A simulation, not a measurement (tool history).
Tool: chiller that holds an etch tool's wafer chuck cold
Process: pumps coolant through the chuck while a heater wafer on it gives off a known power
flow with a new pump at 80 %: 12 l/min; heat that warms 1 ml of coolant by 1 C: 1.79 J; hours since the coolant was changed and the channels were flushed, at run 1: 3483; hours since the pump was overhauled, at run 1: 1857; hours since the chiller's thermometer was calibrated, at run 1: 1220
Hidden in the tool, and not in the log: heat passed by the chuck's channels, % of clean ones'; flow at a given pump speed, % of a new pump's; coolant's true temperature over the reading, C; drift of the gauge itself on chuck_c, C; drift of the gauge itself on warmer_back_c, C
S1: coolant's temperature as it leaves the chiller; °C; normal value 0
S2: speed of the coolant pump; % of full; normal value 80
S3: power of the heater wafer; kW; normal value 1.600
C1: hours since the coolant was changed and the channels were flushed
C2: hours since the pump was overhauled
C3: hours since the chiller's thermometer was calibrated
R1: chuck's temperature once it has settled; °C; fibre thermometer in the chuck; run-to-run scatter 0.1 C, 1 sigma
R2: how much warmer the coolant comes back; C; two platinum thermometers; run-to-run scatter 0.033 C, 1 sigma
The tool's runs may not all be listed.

run 1 hour=0.0 | S1=0 S2=80 S3=1.600 | C1=3483 C2=1857 C3=1220 | R1=11.4 R2=4.65
run 2 hour=51.7 | S1=0 S2=80 S3=1.600 | C1=3534 C2=1909 C3=1272 | R1=11.2 R2=4.60
run 3 hour=95.6 | S1=0 S2=80 S3=1.600 | C1=3578 C2=1953 C3=1316 | R1=11.2 R2=4.66
run 4 hour=159.2 | S1=0 S2=80 S3=1.600 | C1=3642 C2=2016 C3=1379 | R1=11.2 R2=4.65
run 5 hour=191.6 | S1=0 S2=80 S3=1.403 | C1=3674 C2=2049 C3=1412 | R1=9.8 R2=4.03
run 6 hour=227.1 | S1=-8 S2=80 S3=1.600 | C1=3710 C2=2084 C3=1447 | R1=3.1 R2=4.70
run 7 hour=255.9 | S1=-8 S2=80 S3=1.600 | C1=3739 C2=2113 C3=1476 | R1=3.3 R2=4.70
run 8 hour=320.1 | S1=-8 S2=80 S3=1.600 | C1=3803 C2=2177 C3=1540 | R1=3.3 R2=4.64
run 9 hour=385.4 | S1=-8 S2=80 S3=2.054 | C1=3868 C2=2242 C3=1605 | R1=6.5 R2=5.96
run 10 hour=422.0 | S1=-8 S2=65 S3=2.054 | C1=3905 C2=2279 C3=1642 | R1=8.6 R2=7.28
run 11 hour=485.2 | S1=-8 S2=65 S3=2.054 | C1=3968 C2=2342 C3=1705 | R1=8.6 R2=7.43
run 12 hour=526.8 | S1=0 S2=80 S3=1.600 | C1=4009 C2=2384 C3=1747 | R1=11.3 R2=4.67
run 13 hour=575.3 | S1=0 S2=96 S3=1.600 | C1=4058 C2=2432 C3=1795 | R1=10.0 R2=3.92
run 14 hour=603.3 | S1=0 S2=80 S3=1.085 | C1=4086 C2=2460 C3=1823 | R1=7.6 R2=3.14
run 15 hour=655.9 | S1=0 S2=80 S3=1.085 | C1=4139 C2=2513 C3=1876 | R1=7.6 R2=3.16
run 16 hour=688.7 | S1=-2 S2=80 S3=1.600 | C1=4171 C2=2546 C3=1909 | R1=9.3 R2=4.68
run 17 hour=742.4 | S1=9 S2=76 S3=1.139 | C1=4225 C2=2599 C3=1962 | R1=17.1 R2=3.52
run 18 hour=806.6 | S1=-2 S2=76 S3=1.094 | C1=4289 C2=2664 C3=2027 | R1=5.9 R2=3.38
run 19 hour=867.2 | S1=0 S2=67 S3=1.476 | C1=4350 C2=2724 C3=2087 | R1=11.7 R2=5.15
run 20 hour=905.0 | S1=-8 S2=80 S3=1.989 | C1=4388 C2=2762 C3=2125 | R1=6.1 R2=5.86
run 21 hour=944.0 | S1=-3 S2=63 S3=1.230 | C1=4427 C2=2801 C3=2164 | R1=7.2 R2=4.64
-- hour=984.8 chiller's thermometer calibrated
run 22 hour=994.1 | S1=1 S2=84 S3=1.564 | C1=4476 C2=2850 C3=9 | R1=12.1 R2=4.42
-- hour=1007.1 coolant changed, channels flushed
run 23 hour=1064.1 | S1=-1 S2=82 S3=2.361 | C1=57 C2=2914 C3=73 | R1=14.8 R2=6.80
run 24 hour=1117.4 | S1=-4 S2=92 S3=1.184 | C1=110 C2=2967 C3=127 | R1=3.4 R2=3.01
run 25 hour=1151.7 | S1=1 S2=84 S3=1.600 | C1=145 C2=3002 C3=161 | R1=11.5 R2=4.47
run 26 hour=1179.9 | S1=1 S2=73 S3=1.128 | C1=173 C2=3030 C3=189 | R1=9.2 R2=3.68
run 27 hour=1214.5 | S1=1 S2=73 S3=1.128 | C1=207 C2=3065 C3=224 | R1=9.3 R2=3.69
run 28 hour=1263.8 | S1=-4 S2=77 S3=1.391 | C1=257 C2=3114 C3=273 | R1=5.6 R2=4.28
run 29 hour=1325.3 | S1=3 S2=97 S3=2.059 | C1=318 C2=3175 C3=334 | R1=15.5 R2=5.00
run 30 hour=1357.8 | S1=9 S2=84 S3=1.320 | C1=351 C2=3208 C3=367 | R1=17.7 R2=3.72
run 31 hour=1421.4 | S1=9 S2=84 S3=1.320 | C1=414 C2=3271 C3=431 | R1=17.8 R2=3.74

Each row is a separate what-if for the run after 31, all from the same tool condition, not one after another. Results?
run A hour=1461.2 | S1=0 S2=76 S3=1.320 | C1=454 C2=3311 C3=470 | R1=? R2=?
run B hour=1461.2 | S1=8 S2=74 S3=1.948 | C1=454 C2=3311 C3=470 | R1=? R2=?
run C hour=1461.2 | S1=0 S2=80 S3=1.102 | C1=454 C2=3311 C3=470 | R1=? R2=?
run D hour=1461.2 | S1=-3 S2=63 S3=1.837 | C1=454 C2=3311 C3=470 | R1=? R2=?
run E hour=1461.2 | S1=0 S2=80 S3=1.096 | C1=454 C2=3311 C3=470 | R1=? R2=?

run=A R1=9.5 R2=4.12
run=B R1=22.2 R2=6.25
run=C R1=7.4 R2=3.23
run=D R1=11.7 R2=6.89
run=E R1=7.6 R2=3.25
What these runs would have given with no unlogged condition in the tool:
run=A R1=9.0 R2=3.86
run=B R1=21.5 R2=5.86
run=C R1=7.1 R2=3.03
run=D R1=10.9 R2=6.46
run=E R1=7.2 R2=3.05
